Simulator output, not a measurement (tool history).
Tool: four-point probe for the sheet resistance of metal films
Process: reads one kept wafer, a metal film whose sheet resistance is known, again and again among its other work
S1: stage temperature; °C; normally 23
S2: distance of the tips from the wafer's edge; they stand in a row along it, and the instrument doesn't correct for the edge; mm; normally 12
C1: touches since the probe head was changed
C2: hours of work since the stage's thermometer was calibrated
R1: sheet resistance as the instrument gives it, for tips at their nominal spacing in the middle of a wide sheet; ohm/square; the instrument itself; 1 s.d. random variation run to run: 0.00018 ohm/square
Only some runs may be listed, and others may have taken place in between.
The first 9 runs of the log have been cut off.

run 10 hour=295 | S1=21 S2=7 | C1=46788 C2=720 | R1=0.923441
run 11 hour=322.9 | S1=21 S2=9 | C1=47479 C2=734 | R1=0.917231
run 12 hour=361.3 | S1=21 S2=9 | C1=48429 C2=754 | R1=0.917128
run 13 hour=409.2 | S1=21 S2=9 | C1=49614 C2=779 | R1=0.916608
-- hour=413.7 stage's thermometer calibrated
run 14 hour=436.1 | S1=21 S2=9 | C1=50268 C2=12 | R1=0.916511
run 15 hour=458.4 | S1=21 S2=9 | C1=50820 C2=23 | R1=0.916943
run 16 hour=481.6 | S1=21 S2=9 | C1=51394 C2=35 | R1=0.916382
-- hour=509.7 stage's thermometer calibrated, once more
run 17 hour=531 | S1=21 S2=9 | C1=52604 C2=11 | R1=0.91689
run 18 hour=573.5 | S1=23 S2=12 | C1=53658 C2=33 | R1=0.913267
run 19 hour=613.5 | S1=23 S2=12 | C1=54648 C2=54 | R1=0.913128
run 20 hour=634.8 | S1=23 S2=4 | C1=55174 C2=65 | R1=0.954149
run 21 hour=672.3 | S1=23 S2=4 | C1=56104 C2=85 | R1=0.954119
run 22 hour=703.5 | S1=21 S2=12 | C1=56876 C2=101 | R1=0.912194
run 23 hour=747.9 | S1=31 S2=11 | C1=57975 C2=124 | R1=0.917086
run 24 hour=779.1 | S1=18 S2=27 | C1=58747 C2=140 | R1=0.906587
run 25 hour=826.3 | S1=19 S2=8 | C1=59917 C2=165 | R1=0.91781
run 26 hour=869.6 | S1=21 S2=4 | C1=60987 C2=187 | R1=0.952776
run 27 hour=897.6 | S1=21 S2=4 | C1=61680 C2=202 | R1=0.952826
run 28 hour=933.7 | S1=28 S2=3 | C1=62574 C2=221 | R1=0.988259
run 29 hour=972.5 | S1=26 S2=61 | C1=63534 C2=241 | R1=0.908352
run 30 hour=993.8 | S1=26 S2=61 | C1=64063 C2=252 | R1=0.907875
run 31 hour=1024.1 | S1=21 S2=64 | C1=64812 C2=268 | R1=0.906006
run 32 hour=1066.2 | S1=31 S2=8 | C1=65854 C2=290 | R1=0.922063
run 33 hour=1098.9 | S1=30 S2=19 | C1=66664 C2=307 | R1=0.91175
run 34 hour=1129.8 | S1=30 S2=19 | C1=67429 C2=323 | R1=0.911774

Run 35 has not been measured yet. What should we expect?
run 35 hour=1152.5 | S1=28 S2=19 | C1=67991 C2=335 | R1=?

{"run 35": {"R1": 0.911009}}
If the tool had no hidden condition, the same run with the same run-to-run variation would have returned R1 0.916324 ohm/square.

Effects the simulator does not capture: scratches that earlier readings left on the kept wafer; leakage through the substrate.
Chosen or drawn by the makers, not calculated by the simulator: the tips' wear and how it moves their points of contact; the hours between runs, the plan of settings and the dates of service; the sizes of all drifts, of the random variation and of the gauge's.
